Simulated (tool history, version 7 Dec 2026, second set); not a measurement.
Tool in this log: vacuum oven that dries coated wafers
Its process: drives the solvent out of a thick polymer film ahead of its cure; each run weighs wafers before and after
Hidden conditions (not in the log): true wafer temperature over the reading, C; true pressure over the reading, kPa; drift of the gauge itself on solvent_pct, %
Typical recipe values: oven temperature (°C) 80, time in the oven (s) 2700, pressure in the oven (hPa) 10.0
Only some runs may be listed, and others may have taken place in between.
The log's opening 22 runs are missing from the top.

run	day	oven temperature (°C)	time in the oven (s)	pressure in the oven (hPa)	hours of work since the thermocouples were calibrated	hours of work since the vacuum gauge was cleaned of residue	solvent left in the film (%)
23	47.500	83	2700	10.0	204	1162	4.24
24	49.342	80	2700	9.9	225	1183	5.23
25	51.779	66	3120	38.2	252	1210	9.32
26	53.979	66	3120	38.2	277	1235	9.35
27	55.942	66	1560	6.7	299	1257	11.88
28	57.712	86	2760	38.8	319	1277	4.18
29	59.471	86	2760	38.8	338	1296	4.09
30	62.483	80	2700	6.7	372	1330	4.94
31	65.312	80	2700	6.7	404	1362	4.90
32	67.554	80	2700	6.7	429	1387	4.86
33	69.750	80	2700	6.7	454	1412	4.97
34	72.075	79	1920	10.0	480	1438	7.30
35	74.058	75	2340	24.3	502	1460	7.71
36	75.375	75	2340	24.3	517	1475	7.73
37	77.383	75	2340	24.3	539	1497	7.50
38	78.633	75	2340	24.3	553	1511	7.54
39	80.088	75	2340	24.3	570	1528	7.71
40	81.804	76	1320	10.5	589	1547	10.34
# day 83.083: vacuum gauge cleaned of residue and calibrated
41	84.362	76	1320	10.5	617	14	10.10
42	86.033	76	1320	10.5	636	33	10.00
43	88.325	80	2700	8.3	661	59	4.66
44	89.950	80	2700	8.3	679	77	4.77
45	91.712	80	1800	5.3	699	97	7.05
46	94.508	80	1800	5.3	731	128	7.11

3 options for the next run, each taken on its own from the tool as it stands now. Forecast them:
A	96.521	90	2040	33.6	753	151	?
B	96.521	72	2700	12.4	753	151	?
C	96.521	87	3240	10.9	753	151	?

run	solvent left in the film (%)
A	4.32
B	6.95
C	2.25
Stripped of hidden state, with their random variation kept, the same runs would have yielded:
run	solvent left in the film (%)
A	4.79
B	7.49
C	2.61
